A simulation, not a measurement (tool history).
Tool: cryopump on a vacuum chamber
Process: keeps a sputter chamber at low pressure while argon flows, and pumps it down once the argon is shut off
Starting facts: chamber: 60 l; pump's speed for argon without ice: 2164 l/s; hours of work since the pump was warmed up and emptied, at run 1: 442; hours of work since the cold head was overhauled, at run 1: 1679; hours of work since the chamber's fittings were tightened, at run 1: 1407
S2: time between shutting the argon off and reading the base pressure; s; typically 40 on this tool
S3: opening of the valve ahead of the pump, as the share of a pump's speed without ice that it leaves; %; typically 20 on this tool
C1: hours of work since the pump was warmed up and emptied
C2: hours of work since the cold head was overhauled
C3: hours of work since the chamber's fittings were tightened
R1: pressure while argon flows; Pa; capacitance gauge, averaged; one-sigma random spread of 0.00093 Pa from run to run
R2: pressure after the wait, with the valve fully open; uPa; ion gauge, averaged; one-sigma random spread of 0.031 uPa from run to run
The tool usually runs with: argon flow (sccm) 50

{"run": 1, "day": 0.0, "argon flow (sccm)": 50, "S2": 40, "S3": 20, "C1": 442, "C2": 1679, "C3": 1407, "R1": 0.1979, "R2": 1.91}
{"run": 2, "day": 5.292, "argon flow (sccm)": 50, "S2": 40, "S3": 20, "C1": 510, "C2": 1747, "C3": 1475, "R1": 0.1972, "R2": 1.98}
{"run": 3, "day": 9.046, "argon flow (sccm)": 50, "S2": 40, "S3": 20, "C1": 558, "C2": 1795, "C3": 1523, "R1": 0.1994, "R2": 2.04}
{"run": 4, "day": 14.112, "argon flow (sccm)": 50, "S2": 40, "S3": 20, "C1": 622, "C2": 1860, "C3": 1588, "R1": 0.1992, "R2": 2.03}
{"run": 5, "day": 19.333, "argon flow (sccm)": 50, "S2": 40, "S3": 20, "C1": 689, "C2": 1927, "C3": 1655, "R1": 0.1999, "R2": 1.98}
{"run": 6, "day": 23.404, "argon flow (sccm)": 50, "S2": 40, "S3": 20, "C1": 741, "C2": 1979, "C3": 1707, "R1": 0.2006, "R2": 2.06}
{"run": 7, "day": 28.317, "argon flow (sccm)": 50, "S2": 40, "S3": 20, "C1": 804, "C2": 2042, "C3": 1770, "R1": 0.2003, "R2": 2.06}
{"run": 8, "day": 30.562, "argon flow (sccm)": 50, "S2": 40, "S3": 20, "C1": 833, "C2": 2071, "C3": 1798, "R1": 0.202, "R2": 2.08}
{"day": 34.725, "done": "leaking fittings of the chamber tightened, without venting"}
{"run": 9, "day": 35.192, "argon flow (sccm)": 68, "S2": 40, "S3": 20, "C1": 891, "C2": 2129, "C3": 6, "R1": 0.275, "R2": 1.64}
{"run": 10, "day": 37.833, "argon flow (sccm)": 20, "S2": 48, "S3": 20, "C1": 925, "C2": 2163, "C3": 40, "R1": 0.0809, "R2": 1.35}
{"run": 11, "day": 40.117, "argon flow (sccm)": 20, "S2": 48, "S3": 20, "C1": 954, "C2": 2192, "C3": 69, "R1": 0.0811, "R2": 1.37}
{"run": 12, "day": 42.833, "argon flow (sccm)": 31, "S2": 40, "S3": 39, "C1": 989, "C2": 2227, "C3": 104, "R1": 0.0678, "R2": 1.66}

For run 13, what comes out?
{"run": 13, "day": 47.717, "argon flow (sccm)": 31, "S2": 40, "S3": 39, "C1": 1052, "C2": 2289, "C3": 166, "R1": "?", "R2": "?"}

Run 13 yielded R1 0.0674 Pa, R2 1.64 uPa.
Take away the tool's hidden state, keep the run-to-run variation as it was, and the same run would have given R1 0.0625 Pa, R2 1.55 uPa.
